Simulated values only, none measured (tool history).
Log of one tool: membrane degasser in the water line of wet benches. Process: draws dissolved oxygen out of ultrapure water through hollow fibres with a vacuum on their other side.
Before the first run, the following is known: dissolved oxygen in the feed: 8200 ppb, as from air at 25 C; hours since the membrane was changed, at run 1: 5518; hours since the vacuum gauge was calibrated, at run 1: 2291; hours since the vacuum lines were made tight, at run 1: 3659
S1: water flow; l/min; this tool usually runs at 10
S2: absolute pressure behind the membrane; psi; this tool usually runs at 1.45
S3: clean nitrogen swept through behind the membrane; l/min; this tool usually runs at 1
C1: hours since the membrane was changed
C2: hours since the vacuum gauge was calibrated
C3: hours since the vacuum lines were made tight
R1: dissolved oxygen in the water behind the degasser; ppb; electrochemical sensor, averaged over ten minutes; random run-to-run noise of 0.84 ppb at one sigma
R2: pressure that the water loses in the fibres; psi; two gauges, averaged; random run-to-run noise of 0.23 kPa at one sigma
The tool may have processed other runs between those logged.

run 1 day=0 | S1=10 S2=1.45 S3=1 | C1=5518 C2=2291 C3=3659 | R1=171 R2=8.211
run 2 day=10.8 | S1=10 S2=1.45 S3=1 | C1=5777 C2=2551 C3=3918 | R1=169.6 R2=8.222
run 3 day=18.492 | S1=10 S2=1.45 S3=1 | C1=5962 C2=2735 C3=4103 | R1=171.6 R2=8.2
run 4 day=28.496 | S1=10 S2=1.45 S3=1 | C1=6202 C2=2975 C3=4343 | R1=169.1 R2=8.202
run 5 day=37.888 | S1=10 S2=1.45 S3=1.04 | C1=6427 C2=3201 C3=4568 | R1=165.3 R2=8.173
run 6 day=48.154 | S1=10 S2=1.45 S3=1.04 | C1=6673 C2=3447 C3=4815 | R1=165.5 R2=8.222
run 7 day=57.675 | S1=10 S2=1.45 S3=0.76 | C1=6902 C2=3675 C3=5043 | R1=217 R2=8.125
run 8 day=65.208 | S1=10 S2=1.45 S3=0.76 | C1=7083 C2=3856 C3=5224 | R1=216.3 R2=8.163
run 9 day=75.771 | S1=10 S2=1.45 S3=0.76 | C1=7336 C2=4110 C3=5477 | R1=215.6 R2=8.173
run 10 day=82.7 | S1=7 S2=1.45 S3=0.76 | C1=7503 C2=4276 C3=5644 | R1=148.5 R2=5.765
run 11 day=88.462 | S1=7 S2=1.45 S3=0.76 | C1=7641 C2=4414 C3=5782 | R1=149.4 R2=5.726
run 12 day=93.662 | S1=7 S2=1.45 S3=0.76 | C1=7766 C2=4539 C3=5907 | R1=149.4 R2=5.73
run 13 day=98.604 | S1=13 S2=1.45 S3=0.76 | C1=7884 C2=4658 C3=6025 | R1=293.5 R2=10.644
run 14 day=104.433 | S1=10 S2=3.57 S3=1 | C1=8024 C2=4798 C3=6165 | R1=488.4 R2=8.167
run 15 day=109.692 | S1=10 S2=3.57 S3=1 | C1=8150 C2=4924 C3=6292 | R1=491.3 R2=8.227
run 16 day=120.383 | S1=10 S2=1.45 S3=1 | C1=8407 C2=5180 C3=6548 | R1=170.5 R2=8.119
run 17 day=129.762 | S1=9 S2=1.74 S3=0.65 | C1=8632 C2=5406 C3=6773 | R1=283.5 R2=7.423
-- day=132.171 vacuum gauge calibrated
run 18 day=134.379 | S1=9 S2=1.74 S3=0.65 | C1=8742 C2=53 C3=6884 | R1=283.4 R2=7.346
-- day=135.417 seals of the vacuum lines changed
run 19 day=141.679 | S1=16 S2=1.32 S3=0.99 | C1=8916 C2=226 C3=150 | R1=284.6 R2=13.082
run 20 day=148.262 | S1=11 S2=1.96 S3=0.57 | C1=9074 C2=384 C3=308 | R1=441.4 R2=9.02
run 21 day=155.258 | S1=11 S2=1.96 S3=0.57 | C1=9241 C2=552 C3=476 | R1=445.1 R2=9
run 22 day=163.962 | S1=6 S2=1.45 S3=1.42 | C1=9450 C2=761 C3=685 | R1=71.6 R2=4.905
run 23 day=172.05 | S1=6 S2=1.45 S3=1.42 | C1=9644 C2=955 C3=879 | R1=71.3 R2=4.923
run 24 day=180.671 | S1=6 S2=1.45 S3=1.1 | C1=9851 C2=1162 C3=1086 | R1=90.9 R2=4.91
run 25 day=190.612 | S1=10 S2=1.15 S3=0.5 | C1=10090 C2=1401 C3=1325 | R1=216.4 R2=8.196
run 26 day=201.079 | S1=10 S2=1.78 S3=0.45 | C1=10341 C2=1652 C3=1576 | R1=436.4 R2=8.183
run 27 day=210.004 | S1=7 S2=1.57 S3=2.01 | C1=10555 C2=1866 C3=1790 | R1=67.1 R2=5.742
run 28 day=216.862 | S1=10 S2=2.06 S3=2.57 | C1=10720 C2=2031 C3=1955 | R1=116.1 R2=8.193
run 29 day=223.933 | S1=7 S2=1.02 S3=0.52 | C1=10890 C2=2200 C3=2124 | R1=120.2 R2=5.736
run 30 day=228.875 | S1=10 S2=1.45 S3=0.47 | C1=11008 C2=2319 C3=2243 | R1=323.9 R2=8.167
run 31 day=235.983 | S1=9 S2=1.96 S3=1.67 | C1=11179 C2=2490 C3=2414 | R1=141.4 R2=7.359

For each entry between runs, how does the tool's hidden state at the last listed run before it compare with that at the first listed run after it?
After run 17, before run 18: vacuum gauge calibrated (day 132.171)
  the hidden state is the same at both runs
After run 18, before run 19: seals of the vacuum lines changed (day 135.417)
  air that leaks in behind the membrane, l/min: 0.0022 -> 0.002
